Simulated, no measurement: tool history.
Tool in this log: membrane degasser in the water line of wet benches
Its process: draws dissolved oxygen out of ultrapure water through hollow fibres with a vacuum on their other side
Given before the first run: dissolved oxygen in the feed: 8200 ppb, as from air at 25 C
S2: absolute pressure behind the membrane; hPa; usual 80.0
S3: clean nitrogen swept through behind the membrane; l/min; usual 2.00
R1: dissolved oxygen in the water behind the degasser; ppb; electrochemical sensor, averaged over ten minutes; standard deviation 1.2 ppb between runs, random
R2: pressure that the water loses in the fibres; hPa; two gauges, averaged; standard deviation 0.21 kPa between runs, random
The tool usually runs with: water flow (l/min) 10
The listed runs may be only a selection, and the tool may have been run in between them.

Run 1, hour 0.0: usual settings. Result: R1 123.8 ppb, R2 480.2 hPa.
Run 2, hour 66.8: usual settings but S3 0.84 l/min. Result: R1 197.2 ppb, R2 487.2 hPa.
Run 3, hour 106.7: usual settings. Result: R1 123.2 ppb, R2 486.0 hPa.
Run 4, hour 152.2: usual settings. Result: R1 123.0 ppb, R2 486.0 hPa.
Run 5, hour 214.0: usual settings. Result: R1 124.5 ppb, R2 484.9 hPa.
Run 6, hour 290.8: usual settings. Result: R1 120.0 ppb, R2 485.8 hPa.
Run 7, hour 355.9: usual settings. Result: R1 123.6 ppb, R2 485.0 hPa.
Run 8, hour 415.6: usual settings but water flow (l/min) 11, S2 132.2 hPa, S3 1.86 l/min. Result: R1 229.0 ppb, R2 536.5 hPa.
Run 9, hour 451.9: usual settings but water flow (l/min) 15, S2 199.4 hPa, S3 4.28 l/min. Result: R1 348.7 ppb, R2 729.8 hPa.
Run 10, hour 510.3: usual settings but water flow (l/min) 15, S2 67.9 hPa, S3 4.28 l/min. Result: R1 241.8 ppb, R2 722.8 hPa.
Run 11, hour 556.5: usual settings but water flow (l/min) 8, S2 103.2 hPa, S3 1.51 l/min. Result: R1 122.4 ppb, R2 387.9 hPa.

Branching from run 11: 4 alternative next runs. What would each branch give?
Run A, hour 630.0: usual settings but water flow (l/min) 7, S2 59.9 hPa, S3 2.99 l/min. Result: R1 ?, R2 ?.
Run B, hour 630.0: usual settings but water flow (l/min) 8, S2 130.3 hPa, S3 1.51 l/min. Result: R1 ?, R2 ?.
Run C, hour 630.0: usual settings but water flow (l/min) 11, S2 103.2 hPa, S3 1.91 l/min. Result: R1 ?, R2 ?.
Run D, hour 630.0: usual settings but water flow (l/min) 7, S2 103.2 hPa, S3 1.45 l/min. Result: R1 ?, R2 ?.

run     R1     R2
  A   33.8  339.3
  B  154.7  389.8
  C  185.7  529.3
  D  100.9  341.3
Without the tool's unlogged condition, the same runs would have read:
run     R1     R2
  A   31.1  333.1
  B  149.1  382.7
  C  176.3  519.6
  D   96.8  335.1

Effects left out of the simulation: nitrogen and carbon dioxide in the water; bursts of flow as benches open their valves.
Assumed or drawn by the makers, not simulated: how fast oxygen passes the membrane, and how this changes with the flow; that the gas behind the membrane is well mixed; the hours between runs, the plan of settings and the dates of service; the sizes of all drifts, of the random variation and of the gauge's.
